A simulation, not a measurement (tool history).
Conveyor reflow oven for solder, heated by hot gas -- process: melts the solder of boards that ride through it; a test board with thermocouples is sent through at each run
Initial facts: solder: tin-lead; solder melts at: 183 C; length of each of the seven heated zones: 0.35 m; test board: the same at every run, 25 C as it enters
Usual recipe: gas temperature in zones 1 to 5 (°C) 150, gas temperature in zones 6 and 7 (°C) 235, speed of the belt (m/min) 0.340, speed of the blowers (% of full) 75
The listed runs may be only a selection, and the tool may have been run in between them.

run	day	gas temperature in zones 1 to 5 (°C)	gas temperature in zones 6 and 7 (°C)	speed of the belt (m/min)	speed of the blowers (% of full)	highest temperature of the board (°C)	time above the solder's melting point (s)
1	0.000	150	235	0.340	75	224.1	108.5
2	1.108	150	235	0.340	75	224.1	109.4
3	2.671	150	235	0.340	75	223.9	109.0
4	3.792	150	235	0.340	75	223.7	108.6
5	4.504	150	235	0.340	75	223.2	109.1
6	5.679	150	235	0.340	75	224.3	108.5
7	7.083	150	235	0.340	75	224.2	108.7
8	8.075	150	235	0.340	75	224.0	108.8
9	8.946	150	235	0.340	75	223.3	108.3
10	10.158	150	235	0.340	75	222.5	108.2
11	11.529	150	245	0.340	75	232.9	116.3
12	12.904	150	245	0.340	75	232.0	115.5
# day 14.354: flux residue cleaned out of gas plates and filters
13	14.488	150	245	0.340	75	233.5	116.9
14	16.125	152	235	0.340	75	224.7	111.4
15	17.604	152	235	0.340	75	224.6	111.6
16	19.004	152	235	0.340	75	224.6	111.5
17	20.104	157	240	0.396	75	225.8	99.3
18	21.262	157	240	0.396	75	226.1	98.7
19	22.621	150	235	0.274	75	227.8	140.5
20	24.021	153	224	0.340	75	214.1	102.2
21	25.242	150	230	0.331	75	219.1	108.9
22	25.975	150	230	0.331	75	219.3	108.2
23	26.700	150	237	0.331	75	226.1	114.8
24	27.746	150	237	0.331	75	225.9	114.2
25	28.954	150	237	0.330	75	226.0	114.9
26	29.708	150	228	0.323	75	217.6	110.1
27	30.704	150	228	0.323	75	217.8	109.8
28	32.283	150	235	0.316	73	223.5	118.6
29	33.371	150	235	0.316	73	224.3	119.4
30	34.425	137	235	0.316	73	222.8	108.8
# day 34.971: thermocouples of zones 6 and 7 changed
31	35.654	137	235	0.316	73	224.3	111.1

Subtracting, for every run, the result it would have given without the tool's unlogged condition from the measured result gives the following. The same run-to-run variation enters both numbers; the gauge's scatter may not:
What the log doesn't record here: heat that the gas passes to the board, % of a clean oven's; belt's true speed, % of the reading; true gas temperature in zones 6 and 7 over the reading, C; drift of the gauge itself on peak_c, C; drift of the gauge itself on liquid_s, %.
run	highest temperature of the board (°C)	time above the solder's melting point (s)
1	-1.6	-1.2
2	-1.7	-1.2
3	-1.9	-1.4
4	-1.9	-1.5
5	-2.1	-1.5
6	-2.2	-1.5
7	-2.2	-1.7
8	-2.3	-1.8
9	-2.4	-1.8
10	-2.5	-1.9
11	-2.7	-1.2
12	-2.9	-1.2
13	-1.2	+0.0
14	-1.3	-0.4
15	-1.4	-0.5
16	-1.6	-0.6
17	-1.6	-0.5
18	-1.7	-0.5
19	-1.8	-0.4
20	-1.9	-1.5
21	-2.1	-1.2
22	-2.1	-1.3
23	-2.2	-0.9
24	-2.3	-0.9
25	-2.4	-1.0
26	-2.3	-1.6
27	-2.4	-1.8
28	-2.6	-1.2
29	-2.7	-1.4
30	-2.9	-2.1
31	-1.4	-0.5
